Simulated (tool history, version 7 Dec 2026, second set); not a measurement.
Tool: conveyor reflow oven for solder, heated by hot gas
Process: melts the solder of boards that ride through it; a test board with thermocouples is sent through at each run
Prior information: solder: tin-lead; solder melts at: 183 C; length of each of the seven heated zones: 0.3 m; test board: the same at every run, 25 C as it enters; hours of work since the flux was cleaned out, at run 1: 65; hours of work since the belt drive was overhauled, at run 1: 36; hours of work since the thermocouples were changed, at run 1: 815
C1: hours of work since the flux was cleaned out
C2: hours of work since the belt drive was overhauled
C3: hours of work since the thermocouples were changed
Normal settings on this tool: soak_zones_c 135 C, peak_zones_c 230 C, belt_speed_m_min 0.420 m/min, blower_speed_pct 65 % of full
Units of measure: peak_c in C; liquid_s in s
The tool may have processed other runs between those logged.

{"run": 1, "day": 0.0, "soak_zones_c": 135, "peak_zones_c": 230, "belt_speed_m_min": 0.42, "blower_speed_pct": 65, "C1": 65, "C2": 36, "C3": 815, "peak_c": 217.4, "liquid_s": 64.7}
{"run": 2, "day": 1.179, "soak_zones_c": 135, "peak_zones_c": 230, "belt_speed_m_min": 0.42, "blower_speed_pct": 65, "C1": 80, "C2": 52, "C3": 830, "peak_c": 217.5, "liquid_s": 64.8}
{"run": 3, "day": 2.754, "soak_zones_c": 135, "peak_zones_c": 230, "belt_speed_m_min": 0.42, "blower_speed_pct": 65, "C1": 101, "C2": 73, "C3": 851, "peak_c": 217.4, "liquid_s": 64.9}
{"run": 4, "day": 4.246, "soak_zones_c": 135, "peak_zones_c": 230, "belt_speed_m_min": 0.435, "blower_speed_pct": 65, "C1": 121, "C2": 93, "C3": 871, "peak_c": 216.6, "liquid_s": 61.5}
{"run": 5, "day": 5.175, "soak_zones_c": 135, "peak_zones_c": 230, "belt_speed_m_min": 0.42, "blower_speed_pct": 65, "C1": 133, "C2": 105, "C3": 883, "peak_c": 217.8, "liquid_s": 64.8}
{"run": 6, "day": 6.15, "soak_zones_c": 135, "peak_zones_c": 230, "belt_speed_m_min": 0.42, "blower_speed_pct": 65, "C1": 146, "C2": 118, "C3": 896, "peak_c": 218.1, "liquid_s": 64.7}
{"run": 7, "day": 7.462, "soak_zones_c": 125, "peak_zones_c": 230, "belt_speed_m_min": 0.42, "blower_speed_pct": 65, "C1": 163, "C2": 135, "C3": 913, "peak_c": 216.3, "liquid_s": 60.4}
{"run": 8, "day": 8.288, "soak_zones_c": 125, "peak_zones_c": 230, "belt_speed_m_min": 0.42, "blower_speed_pct": 65, "C1": 174, "C2": 146, "C3": 924, "peak_c": 216.5, "liquid_s": 60.2}
{"run": 9, "day": 9.458, "soak_zones_c": 125, "peak_zones_c": 230, "belt_speed_m_min": 0.42, "blower_speed_pct": 65, "C1": 190, "C2": 162, "C3": 940, "peak_c": 216.5, "liquid_s": 60.0}
{"run": 10, "day": 10.979, "soak_zones_c": 125, "peak_zones_c": 226, "belt_speed_m_min": 0.42, "blower_speed_pct": 65, "C1": 210, "C2": 182, "C3": 960, "peak_c": 212.6, "liquid_s": 56.8}
{"run": 11, "day": 11.846, "soak_zones_c": 125, "peak_zones_c": 226, "belt_speed_m_min": 0.42, "blower_speed_pct": 65, "C1": 221, "C2": 193, "C3": 971, "peak_c": 212.5, "liquid_s": 56.6}
{"day": 12.488, "done": "flux residue cleaned out of gas plates and filters"}
{"run": 12, "day": 13.367, "soak_zones_c": 135, "peak_zones_c": 230, "belt_speed_m_min": 0.42, "blower_speed_pct": 65, "C1": 12, "C2": 211, "C3": 989, "peak_c": 217.9, "liquid_s": 65.0}
{"run": 13, "day": 14.9, "soak_zones_c": 135, "peak_zones_c": 230, "belt_speed_m_min": 0.42, "blower_speed_pct": 65, "C1": 32, "C2": 231, "C3": 1009, "peak_c": 218.2, "liquid_s": 64.6}
{"run": 14, "day": 16.054, "soak_zones_c": 135, "peak_zones_c": 219, "belt_speed_m_min": 0.42, "blower_speed_pct": 65, "C1": 47, "C2": 246, "C3": 1024, "peak_c": 207.6, "liquid_s": 55.5}
{"run": 15, "day": 16.796, "soak_zones_c": 135, "peak_zones_c": 219, "belt_speed_m_min": 0.42, "blower_speed_pct": 65, "C1": 57, "C2": 256, "C3": 1034, "peak_c": 208.4, "liquid_s": 55.8}
{"run": 16, "day": 18.15, "soak_zones_c": 135, "peak_zones_c": 230, "belt_speed_m_min": 0.49, "blower_speed_pct": 65, "C1": 75, "C2": 274, "C3": 1052, "peak_c": 213.1, "liquid_s": 51.0}
{"run": 17, "day": 18.888, "soak_zones_c": 135, "peak_zones_c": 230, "belt_speed_m_min": 0.49, "blower_speed_pct": 87, "C1": 85, "C2": 284, "C3": 1062, "peak_c": 216.0, "liquid_s": 54.2}
{"run": 18, "day": 20.054, "soak_zones_c": 141, "peak_zones_c": 236, "belt_speed_m_min": 0.49, "blower_speed_pct": 74, "C1": 100, "C2": 299, "C3": 1077, "peak_c": 221.0, "liquid_s": 59.0}
{"run": 19, "day": 21.229, "soak_zones_c": 130, "peak_zones_c": 230, "belt_speed_m_min": 0.42, "blower_speed_pct": 85, "C1": 116, "C2": 315, "C3": 1093, "peak_c": 219.6, "liquid_s": 64.8}
{"run": 20, "day": 22.138, "soak_zones_c": 136, "peak_zones_c": 230, "belt_speed_m_min": 0.479, "blower_speed_pct": 65, "C1": 128, "C2": 327, "C3": 1105, "peak_c": 214.4, "liquid_s": 53.0}
{"run": 21, "day": 23.312, "soak_zones_c": 136, "peak_zones_c": 230, "belt_speed_m_min": 0.479, "blower_speed_pct": 65, "C1": 143, "C2": 342, "C3": 1121, "peak_c": 214.1, "liquid_s": 53.6}
{"run": 22, "day": 24.483, "soak_zones_c": 147, "peak_zones_c": 230, "belt_speed_m_min": 0.471, "blower_speed_pct": 58, "C1": 159, "C2": 358, "C3": 1136, "peak_c": 215.6, "liquid_s": 59.7}
{"run": 23, "day": 25.483, "soak_zones_c": 147, "peak_zones_c": 230, "belt_speed_m_min": 0.471, "blower_speed_pct": 58, "C1": 172, "C2": 371, "C3": 1149, "peak_c": 215.6, "liquid_s": 59.4}
{"run": 24, "day": 26.167, "soak_zones_c": 147, "peak_zones_c": 230, "belt_speed_m_min": 0.471, "blower_speed_pct": 58, "C1": 181, "C2": 380, "C3": 1158, "peak_c": 215.5, "liquid_s": 59.4}
{"run": 25, "day": 27.212, "soak_zones_c": 147, "peak_zones_c": 230, "belt_speed_m_min": 0.471, "blower_speed_pct": 58, "C1": 195, "C2": 394, "C3": 1172, "peak_c": 215.4, "liquid_s": 59.4}
{"run": 26, "day": 28.804, "soak_zones_c": 135, "peak_zones_c": 228, "belt_speed_m_min": 0.42, "blower_speed_pct": 90, "C1": 216, "C2": 415, "C3": 1193, "peak_c": 218.5, "liquid_s": 66.5}
{"day": 29.883, "done": "flux residue cleaned out of gas plates and filters"}
{"run": 27, "day": 30.104, "soak_zones_c": 135, "peak_zones_c": 224, "belt_speed_m_min": 0.42, "blower_speed_pct": 65, "C1": 3, "C2": 429, "C3": 1208, "peak_c": 212.4, "liquid_s": 60.8}
{"run": 28, "day": 31.55, "soak_zones_c": 135, "peak_zones_c": 230, "belt_speed_m_min": 0.356, "blower_speed_pct": 65, "C1": 22, "C2": 449, "C3": 1227, "peak_c": 222.1, "liquid_s": 81.6}

Forecast each of these 5 alternatives for the next run:
{"run": "A", "day": 32.567, "soak_zones_c": 145, "peak_zones_c": 230, "belt_speed_m_min": 0.496, "blower_speed_pct": 65, "C1": 36, "C2": 462, "C3": 1240, "peak_c": "?", "liquid_s": "?"}
{"run": "B", "day": 32.567, "soak_zones_c": 131, "peak_zones_c": 241, "belt_speed_m_min": 0.42, "blower_speed_pct": 74, "C1": 36, "C2": 462, "C3": 1240, "peak_c": "?", "liquid_s": "?"}
{"run": "C", "day": 32.567, "soak_zones_c": 135, "peak_zones_c": 230, "belt_speed_m_min": 0.438, "blower_speed_pct": 65, "C1": 36, "C2": 462, "C3": 1240, "peak_c": "?", "liquid_s": "?"}
{"run": "D", "day": 32.567, "soak_zones_c": 133, "peak_zones_c": 230, "belt_speed_m_min": 0.356, "blower_speed_pct": 76, "C1": 36, "C2": 462, "C3": 1240, "peak_c": "?", "liquid_s": "?"}
{"run": "E", "day": 32.567, "soak_zones_c": 134, "peak_zones_c": 230, "belt_speed_m_min": 0.429, "blower_speed_pct": 71, "C1": 36, "C2": 462, "C3": 1240, "peak_c": "?", "liquid_s": "?"}

run=A peak_c=214.9 liquid_s=54.9
run=B peak_c=228.8 liquid_s=71.3
run=C peak_c=216.7 liquid_s=61.0
run=D peak_c=223.0 liquid_s=82.1
run=E peak_c=217.8 liquid_s=63.5
Had the tool no hidden state, the same runs would have come out as:
run=A peak_c=214.8 liquid_s=54.8
run=B peak_c=228.7 liquid_s=71.2
run=C peak_c=216.6 liquid_s=60.9
run=D peak_c=222.9 liquid_s=82.0
run=E peak_c=217.7 liquid_s=63.4

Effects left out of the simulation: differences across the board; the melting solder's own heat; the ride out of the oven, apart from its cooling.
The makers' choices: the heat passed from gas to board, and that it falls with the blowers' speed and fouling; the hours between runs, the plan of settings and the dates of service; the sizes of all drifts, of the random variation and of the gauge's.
